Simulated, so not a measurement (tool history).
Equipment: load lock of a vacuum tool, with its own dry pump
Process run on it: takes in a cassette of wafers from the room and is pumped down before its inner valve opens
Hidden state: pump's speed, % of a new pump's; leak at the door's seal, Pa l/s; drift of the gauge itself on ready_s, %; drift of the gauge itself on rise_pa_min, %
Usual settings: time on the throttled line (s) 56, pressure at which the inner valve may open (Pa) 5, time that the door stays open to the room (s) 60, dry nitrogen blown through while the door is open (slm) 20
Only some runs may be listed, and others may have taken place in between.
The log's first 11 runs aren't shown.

| run | hour | time on the throttled line (s) | pressure at which the inner valve may open (Pa) | time that the door stays open to the room (s) | dry nitrogen blown through while the door is open (slm) | hours that the pump has run since its overhaul | times that the door has closed on its seal | incoming humidity of the room's air, % | time from the closed door until the inner valve may open (s) | rise of the pressure with all valves shut (Pa/min) |
|---|---|---|---|---|---|---|---|---|---|---|
| 12 | 876.7 | 56 | 5 | 60 | 20 | 4186 | 16286 | 44.3 | 97.8 | 0.103 |
| 13 | 980.3 | 56 | 7 | 60 | 20 | 4290 | 16522 | 44.7 | 96.7 | 0.101 |
| 14 | 1076.5 | 56 | 7 | 60 | 20 | 4386 | 16741 | 44.8 | 96.6 | 0.106 |
| 15 | 1125.1 | 56 | 7 | 60 | 20 | 4434 | 16851 | 45.1 | 96.1 | 0.105 |
| 16 | 1176.8 | 56 | 5 | 60 | 13 | 4486 | 16969 | 45.2 | 97.9 | 0.116 |
| 17 | 1220.9 | 56 | 5 | 60 | 13 | 4530 | 17070 | 43.5 | 97.4 | 0.108 |
| 18 | 1279.3 | 102 | 9 | 38 | 20 | 4589 | 17202 | 48.4 | 133.6 | 0.104 |
| 19 | 1374.4 | 69 | 8 | 39 | 5 | 4684 | 17419 | 42 | 107.5 | 0.11 |
| 20 | 1429.3 | 69 | 8 | 39 | 23 | 4739 | 17544 | 41.2 | 105.4 | 0.104 |
| 21 | 1520.4 | 69 | 8 | 39 | 23 | 4830 | 17751 | 46.3 | 107.1 | 0.111 |
| 22 | 1622.7 | 56 | 5 | 68 | 20 | 4932 | 17984 | 40.3 | 99.2 | 0.119 |
| 23 | 1673 | 56 | 5 | 68 | 20 | 4982 | 18099 | 47.9 | 97.5 | 0.115 |
| 24 | 1748.4 | 56 | 5 | 68 | 20 | 5058 | 18271 | 46.8 | 98.6 | 0.119 |
| 25 | 1831.1 | 56 | 9 | 60 | 34 | 5140 | 18459 | 43.9 | 94.8 | 0.121 |
| 26 | 1928.2 | 56 | 9 | 60 | 34 | 5238 | 18680 | 47.5 | 94.7 | 0.116 |
| 27 | 1985.3 | 84 | 5 | 130 | 7 | 5295 | 18810 | 41 | 122.1 | 0.139 |
| 28 | 2051.3 | 84 | 5 | 130 | 7 | 5361 | 18960 | 44.9 | 121.2 | 0.147 |
| 29 | 2098.7 | 56 | 5 | 189 | 33 | 5408 | 19068 | 45.2 | 98.1 | 0.136 |
| 30 | 2178.4 | 56 | 5 | 60 | 24 | 5488 | 19250 | 44.1 | 99.3 | 0.127 |
| 31 | 2240.5 | 89 | 5 | 33 | 24 | 5550 | 19391 | 47.6 | 125.7 | 0.12 |

Consider 3 possible next runs. They are alternatives, not a sequence: every one starts from the tool as it was left by run 31. What does each give?
| A | 2293.8 | 83 | 5 | 60 | 20 | 5603 | 19512 | 45.2 | ? | ? |
| B | 2293.8 | 53 | 4 | 60 | 13 | 5603 | 19512 | 46.9 | ? | ? |
| C | 2293.8 | 56 | 7 | 60 | 15 | 5603 | 19512 | 47.2 | ? | ? |

| run | time from the closed door until the inner valve may open (s) | rise of the pressure with all valves shut (Pa/min) |
|---|---|---|
| A | 120.2 | 0.127 |
| B | 96.3 | 0.134 |
| C | 96 | 0.131 |
Without the tool's unlogged condition, the same runs would have read:
| run | time from the closed door until the inner valve may open (s) | rise of the pressure with all valves shut (Pa/min) |
|---|---|---|
| A | 117.1 | 0.012 |
| B | 92.7 | 0.017 |
| C | 92.6 | 0.014 |
